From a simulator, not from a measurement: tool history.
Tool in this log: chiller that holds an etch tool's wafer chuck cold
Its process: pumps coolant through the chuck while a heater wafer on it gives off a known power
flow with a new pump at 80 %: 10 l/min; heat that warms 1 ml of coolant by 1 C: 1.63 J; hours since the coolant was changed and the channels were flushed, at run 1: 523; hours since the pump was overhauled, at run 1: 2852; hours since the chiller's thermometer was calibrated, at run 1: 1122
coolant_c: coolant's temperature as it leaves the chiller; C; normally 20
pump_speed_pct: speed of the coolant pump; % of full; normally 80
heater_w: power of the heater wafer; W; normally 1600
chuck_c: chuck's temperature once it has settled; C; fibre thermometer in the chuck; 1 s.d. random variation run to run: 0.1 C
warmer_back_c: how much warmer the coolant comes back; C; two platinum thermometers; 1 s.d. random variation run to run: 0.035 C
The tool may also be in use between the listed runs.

run	day	coolant_c	pump_speed_pct	heater_w	hours since the coolant was changed and the channels were flushed	hours since the pump was overhauled	hours since the chiller's thermometer was calibrated	chuck_c	warmer_back_c
1	0.000	20	80	1600	523	2852	1122	35.8	5.85
2	2.279	20	80	849	578	2907	1177	28.6	3.14
3	3.883	20	80	849	616	2945	1215	28.2	3.14
4	5.892	20	80	1600	664	2993	1263	35.6	5.87
5	7.779	19	80	1600	710	3039	1309	34.8	5.89
6	10.421	30	80	1600	773	3102	1372	45.6	5.90
7	12.092	20	80	1600	813	3142	1412	35.5	5.93
8	14.325	20	80	1861	867	3196	1466	38.4	6.81
9	17.042	20	80	1600	932	3261	1531	35.8	5.95
10	19.654	20	80	1693	995	3324	1594	36.4	6.24
11	21.650	20	80	1080	1043	3372	1642	30.4	3.97
12	23.488	11	80	1600	1087	3416	1686	26.5	5.87
13	26.283	20	80	1087	1154	3483	1753	30.7	4.01
14	28.788	20	80	1087	1214	3543	1813	30.6	3.99
15	30.238	20	80	1087	1249	3578	1848	30.8	4.00
16	32.929	20	80	1087	1313	3642	1912	30.8	4.05
17	35.329	20	80	1087	1371	3700	1970	30.5	3.97

What does the tool deliver on the next run?
18	36.629	19	69	1025	1402	3731	2001	?	?

{"run 18": {"chuck_c": 30.0, "warmer_back_c": 4.37}}
On a tool with no hidden condition, and with the same random variation, this run would have come out at chuck_c 29.9 C, warmer_back_c 4.37 C.
